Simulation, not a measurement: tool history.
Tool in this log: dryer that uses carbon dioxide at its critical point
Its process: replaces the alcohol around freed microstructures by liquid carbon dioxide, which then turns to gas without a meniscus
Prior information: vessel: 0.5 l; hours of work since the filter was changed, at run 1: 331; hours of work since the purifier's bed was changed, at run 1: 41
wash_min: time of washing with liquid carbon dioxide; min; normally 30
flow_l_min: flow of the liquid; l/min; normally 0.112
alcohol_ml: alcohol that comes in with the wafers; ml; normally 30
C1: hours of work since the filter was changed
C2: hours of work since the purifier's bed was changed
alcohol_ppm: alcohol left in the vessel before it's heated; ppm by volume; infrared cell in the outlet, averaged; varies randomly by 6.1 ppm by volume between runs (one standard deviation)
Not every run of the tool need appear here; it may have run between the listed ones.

{"run": 1, "day": 0.0, "wash_min": 30, "flow_l_min": 0.112, "alcohol_ml": 30, "C1": 331, "C2": 41, "alcohol_ppm": 298}
{"run": 2, "day": 0.333, "wash_min": 30, "flow_l_min": 0.112, "alcohol_ml": 30, "C1": 336, "C2": 46, "alcohol_ppm": 298}
{"run": 3, "day": 0.679, "wash_min": 30, "flow_l_min": 0.112, "alcohol_ml": 30, "C1": 341, "C2": 51, "alcohol_ppm": 300}
{"run": 4, "day": 0.996, "wash_min": 30, "flow_l_min": 0.112, "alcohol_ml": 30, "C1": 346, "C2": 56, "alcohol_ppm": 320}
{"run": 5, "day": 1.379, "wash_min": 30, "flow_l_min": 0.07, "alcohol_ml": 30, "C1": 352, "C2": 62, "alcohol_ppm": 2094}
{"run": 6, "day": 1.696, "wash_min": 30, "flow_l_min": 0.112, "alcohol_ml": 40, "C1": 357, "C2": 66, "alcohol_ppm": 410}
{"run": 7, "day": 1.896, "wash_min": 30, "flow_l_min": 0.112, "alcohol_ml": 40, "C1": 360, "C2": 69, "alcohol_ppm": 407}
{"run": 8, "day": 2.362, "wash_min": 30, "flow_l_min": 0.112, "alcohol_ml": 40, "C1": 367, "C2": 76, "alcohol_ppm": 411}
{"run": 9, "day": 2.704, "wash_min": 30, "flow_l_min": 0.112, "alcohol_ml": 40, "C1": 372, "C2": 82, "alcohol_ppm": 395}
{"run": 10, "day": 3.154, "wash_min": 31, "flow_l_min": 0.124, "alcohol_ml": 47, "C1": 379, "C2": 88, "alcohol_ppm": 249}
{"run": 11, "day": 3.575, "wash_min": 40, "flow_l_min": 0.112, "alcohol_ml": 45, "C1": 385, "C2": 95, "alcohol_ppm": 86}
{"run": 12, "day": 3.921, "wash_min": 22, "flow_l_min": 0.112, "alcohol_ml": 36, "C1": 390, "C2": 100, "alcohol_ppm": 1508}
{"run": 13, "day": 4.412, "wash_min": 27, "flow_l_min": 0.16, "alcohol_ml": 38, "C1": 398, "C2": 107, "alcohol_ppm": 105}

Expected results for the next run?
{"run": 14, "day": 4.746, "wash_min": 30, "flow_l_min": 0.103, "alcohol_ml": 30, "C1": 402, "C2": 112, "alcohol_ppm": "?"}

Logged for run 14: alcohol_ppm 474 ppm by volume.
The same run, on a tool lacking any hidden state, would have yielded alcohol_ppm 346 ppm by volume.

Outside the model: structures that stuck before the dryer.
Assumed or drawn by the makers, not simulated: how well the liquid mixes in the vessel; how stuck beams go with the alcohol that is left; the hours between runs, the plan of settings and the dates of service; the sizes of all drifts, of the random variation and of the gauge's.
